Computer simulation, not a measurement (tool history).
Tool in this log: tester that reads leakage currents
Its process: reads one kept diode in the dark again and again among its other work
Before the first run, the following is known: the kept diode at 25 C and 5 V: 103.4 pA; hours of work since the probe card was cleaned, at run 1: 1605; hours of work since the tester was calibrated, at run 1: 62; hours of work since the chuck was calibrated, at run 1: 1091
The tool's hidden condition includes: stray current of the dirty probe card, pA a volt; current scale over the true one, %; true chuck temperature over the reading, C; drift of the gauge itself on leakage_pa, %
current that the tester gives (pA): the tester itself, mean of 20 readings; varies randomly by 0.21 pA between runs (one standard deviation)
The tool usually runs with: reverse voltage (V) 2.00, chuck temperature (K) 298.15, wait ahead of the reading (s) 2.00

run    hour  reverse voltage (V)  chuck temperature (K)  wait ahead of the reading (s)  hours of work since the probe card was cleaned  hours of work since the tester was calibrated  hours of work since the chuck was calibrated  current that the tester gives (pA)
  1     0.0                 2.00                 298.15                           2.00                                            1605                                             62                                          1091                               69.41
  2   149.2                 2.00                 298.15                           2.00                                            1703                                            161                                          1189                               68.91
  3   272.2                 2.00                 298.15                           2.00                                            1784                                            242                                          1270                               69.64
  4   393.3                 2.00                 298.15                           2.00                                            1864                                            322                                          1350                               68.97
      525.8  -- chuck's temperature calibrated
  5   534.2                 2.00                 298.15                           2.00                                            1955                                            413                                             5                               69.30
  6   628.9                 2.00                 298.15                           2.00                                            2018                                            475                                            68                               69.42
  7   753.4                 2.00                 298.15                           2.00                                            2100                                            557                                           150                               69.42
  8   947.3                 2.00                 301.15                           2.00                                            2228                                            685                                           278                               85.17
  9  1124.7                 2.00                 301.15                           2.00                                            2344                                            802                                           395                               85.27
 10  1289.9                 2.00                 301.15                           2.00                                            2453                                            911                                           503                               85.50
 11  1428.8                 2.00                 301.15                           2.00                                            2545                                           1002                                           595                               85.68
 12  1538.4                 2.00                 301.15                           2.00                                            2617                                           1075                                           667                               85.82
 13  1659.4                 2.00                 301.15                           4.56                                            2697                                           1154                                           747                               85.17
 14  1742.5                 2.00                 301.15                           4.56                                            2751                                           1209                                           801                               85.88
 15  1913.5                 2.00                 301.15                           4.56                                            2864                                           1322                                           914                               85.81
 16  2077.6                 2.00                 321.15                           5.47                                            2972                                           1430                                          1022                              320.54
 17  2169.7                 2.00                 321.15                           5.47                                            3033                                           1490                                          1083                              320.02
 18  2255.8                 2.00                 294.15                           1.31                                            3089                                           1547                                          1140                               51.88
 19  2339.0                 2.00                 333.15                           2.00                                            3144                                           1602                                          1194                              658.79
 20  2479.4                 2.00                 333.15                           2.00                                            3237                                           1694                                          1287                              653.15
 21  2666.7                 2.00                 333.15                           2.00                                            3360                                           1818                                          1410                              654.12
     2710.0  -- chuck's temperature calibrated
 22  2749.7                10.69                 297.15                           1.82                                            3414                                           1871                                            26                              136.62
 23  2934.0                17.25                 297.15                           2.15                                            3535                                           1993                                           148                              168.51

Branching from run 23: 3 alternative next runs. What would each branch give?
  A  3103.7                 2.00                 317.15                           0.57                                            3647                                           2104                                           259                                   ?
  B  3103.7                 2.00                 294.15                           2.00                                            3647                                           2104                                           259                                   ?
  C  3103.7                17.25                 293.15                           2.15                                            3647                                           2104                                           259                                   ?

run  current that the tester gives (pA)
  A                              249.00
  B                               51.66
  C                              125.35
What these runs would have given with no unlogged condition in the tool:
run  current that the tester gives (pA)
  A                              248.95
  B                               51.63
  C                              125.09

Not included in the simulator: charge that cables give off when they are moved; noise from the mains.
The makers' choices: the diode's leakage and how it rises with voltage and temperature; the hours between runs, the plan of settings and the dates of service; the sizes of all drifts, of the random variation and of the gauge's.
